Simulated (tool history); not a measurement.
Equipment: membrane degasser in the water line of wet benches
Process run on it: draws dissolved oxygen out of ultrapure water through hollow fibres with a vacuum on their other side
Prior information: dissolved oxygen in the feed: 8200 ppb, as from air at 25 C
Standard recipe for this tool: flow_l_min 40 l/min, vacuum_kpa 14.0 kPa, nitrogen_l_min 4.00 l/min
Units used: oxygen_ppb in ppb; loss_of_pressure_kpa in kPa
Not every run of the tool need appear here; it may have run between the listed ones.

| run | hour | flow_l_min | vacuum_kpa | nitrogen_l_min | oxygen_ppb | loss_of_pressure_kpa |
|---|---|---|---|---|---|---|
| 1 | 0.0 | 40 | 14.0 | 4.00 | 342.4 | 46.77 |
| 2 | 66.5 | 40 | 14.0 | 4.00 | 352.3 | 46.36 |
| 3 | 140.1 | 40 | 14.0 | 4.00 | 353.8 | 46.65 |
| 4 | 190.4 | 40 | 14.0 | 6.47 | 262.1 | 46.84 |
| 5 | 270.9 | 40 | 14.0 | 6.47 | 256.2 | 46.68 |
| 6 | 312.7 | 40 | 14.0 | 6.47 | 260.5 | 46.50 |
| 7 | 397.0 | 40 | 14.0 | 4.00 | 345.1 | 46.56 |
| 8 | 439.8 | 40 | 14.0 | 4.00 | 347.4 | 46.94 |
| 9 | 523.5 | 40 | 14.0 | 4.00 | 350.0 | 46.57 |
| 10 | 609.5 | 50 | 14.0 | 4.00 | 438.4 | 58.22 |
| 11 | 699.9 | 40 | 14.0 | 2.46 | 487.8 | 46.74 |
| 12 | 790.7 | 40 | 14.0 | 2.46 | 481.6 | 46.67 |
| 13 | 850.6 | 40 | 14.0 | 2.46 | 479.2 | 46.70 |
| 14 | 920.4 | 40 | 14.0 | 4.00 | 343.5 | 46.32 |
| 15 | 1004.0 | 30 | 14.0 | 4.00 | 249.7 | 35.14 |
| 16 | 1080.1 | 40 | 9.0 | 4.00 | 237.5 | 46.29 |
| 17 | 1158.6 | 40 | 25.6 | 3.66 | 635.2 | 46.82 |
| 18 | 1209.9 | 54 | 14.0 | 4.00 | 501.8 | 62.93 |
| 19 | 1281.3 | 54 | 14.0 | 4.00 | 489.1 | 62.85 |
| 20 | 1337.2 | 26 | 22.0 | 4.00 | 327.1 | 30.64 |
| 21 | 1405.4 | 26 | 22.0 | 4.00 | 321.2 | 29.84 |
|  | 1444.9 | vacuum gauge calibrated |
| 22 | 1472.7 | 34 | 22.7 | 1.95 | 773.5 | 39.68 |
| 23 | 1550.0 | 34 | 22.7 | 1.95 | 772.1 | 39.80 |
| 24 | 1588.7 | 27 | 33.2 | 2.45 | 753.9 | 31.45 |
| 25 | 1681.3 | 27 | 33.2 | 2.45 | 748.5 | 31.58 |
| 26 | 1770.7 | 27 | 33.2 | 2.45 | 759.9 | 31.15 |
| 27 | 1856.2 | 27 | 33.2 | 2.45 | 748.8 | 31.64 |
| 28 | 1941.4 | 40 | 28.3 | 2.09 | 1051.7 | 46.21 |
| 29 | 1993.7 | 26 | 12.0 | 1.75 | 338.1 | 30.18 |
| 30 | 2040.1 | 26 | 12.0 | 1.75 | 331.9 | 29.99 |
| 31 | 2132.3 | 26 | 12.0 | 1.75 | 336.5 | 30.06 |

Predict each of these 5 candidate next runs independently; none follows another, all start after run 31:
| A | 2212.8 | 26 | 8.4 | 1.75 | ? | ? |
| B | 2212.8 | 26 | 9.8 | 1.75 | ? | ? |
| C | 2212.8 | 40 | 33.2 | 4.00 | ? | ? |
| D | 2212.8 | 40 | 14.0 | 5.05 | ? | ? |
| E | 2212.8 | 29 | 26.5 | 1.75 | ? | ? |

| run | oxygen_ppb | loss_of_pressure_kpa |
|---|---|---|
| A | 210.4 | 30.28 |
| B | 262.0 | 30.39 |
| C | 734.9 | 46.34 |
| D | 302.7 | 46.74 |
| E | 834.9 | 34.02 |
With the hidden condition removed and each run's random variation left untouched, the same runs would have given:
| run | oxygen_ppb | loss_of_pressure_kpa |
|---|---|---|
| A | 210.3 | 30.27 |
| B | 261.8 | 30.37 |
| C | 734.6 | 46.32 |
| D | 302.5 | 46.72 |
| E | 834.6 | 34.01 |
